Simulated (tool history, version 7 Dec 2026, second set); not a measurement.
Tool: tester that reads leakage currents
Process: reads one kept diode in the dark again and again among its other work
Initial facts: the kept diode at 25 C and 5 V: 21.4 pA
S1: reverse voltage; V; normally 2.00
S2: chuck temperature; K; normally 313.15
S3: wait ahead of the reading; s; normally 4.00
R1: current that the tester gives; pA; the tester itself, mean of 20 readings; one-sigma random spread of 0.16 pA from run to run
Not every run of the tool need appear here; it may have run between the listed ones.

run    hour     S1      S2    S3      R1
  1     0.0   2.00  313.15  4.00   51.75
  2    25.2   2.00  313.15  4.00   51.41
  3    59.1   2.00  313.15  4.00   51.97
  4    93.3   2.00  313.15  0.98   52.29
  5   126.5   6.49  313.15  0.98   87.23
  6   146.7   6.49  313.15  0.98   87.33
  7   174.6   6.49  313.15  0.98   87.55
  8   194.1   2.30  313.15  0.98   55.62
  9   223.5   2.00  313.15  4.71   51.81
 10   247.2   2.00  313.15  4.00   51.93
      253.6  -- probe card cleaned and baked
 11   266.8   2.00  313.15  4.00   52.10
 12   290.9   2.00  313.15  4.00   52.34
 13   310.7   1.05  313.15  4.00   39.56
      326.1  -- probe card cleaned and baked, once more
 14   349.5   1.05  313.15  4.00   39.21
 15   373.2   1.05  313.15  4.00   38.88
 16   400.7   1.05  313.15  4.00   39.16
 17   426.7   2.00  313.15  4.00   51.50
 18   455.1   2.05  313.15  4.00   52.11
 19   474.6   3.71  313.15  4.00   67.52
 20   495.6   3.71  313.15  4.00   67.57
 21   534.9   6.66  313.15  1.78   87.40
 22   559.2   7.60  309.15  0.52   69.24
 23   584.5   7.60  309.15  0.52   69.18
 24   608.4   3.30  330.15  1.88  233.82
 25   630.8  19.19  307.15  3.67   86.89
 26   668.2   8.30  312.15  0.50   92.43
 27   690.5   7.27  329.15  4.00  304.60
 28   709.2   1.11  315.15  4.00   47.01
 29   746.8   2.31  293.15  2.73   10.51
 30   773.2   2.31  293.15  2.73   10.58
 31   811.2   1.76  313.15  7.20   49.03
 32   831.9   3.37  313.15  0.38   66.83
 33   858.8   3.97  297.15  0.38   21.37
 34   884.4   2.00  300.15  4.72   17.85
 35   906.6   1.58  298.15  4.72   13.63
 36   940.8   2.00  302.15  4.13   21.27
 37   967.0   5.84  295.15  1.77   20.49
 38   990.1   7.38  313.15  4.00   92.59
 39  1013.1   2.38  322.15  9.25  113.27

Branching from run 39: 3 alternative next runs. What would each branch give?
  A  1045.1  8.07  322.15  9.25   ?
  B  1045.1  2.38  311.15  0.38   ?
  C  1045.1  2.00  313.15  0.40   ?

run      R1
  A  191.63
  B   49.27
  C   53.28
With the hidden condition removed and each run's random variation left untouched, the same runs would have given:
run      R1
  A  191.30
  B   49.08
  C   53.36

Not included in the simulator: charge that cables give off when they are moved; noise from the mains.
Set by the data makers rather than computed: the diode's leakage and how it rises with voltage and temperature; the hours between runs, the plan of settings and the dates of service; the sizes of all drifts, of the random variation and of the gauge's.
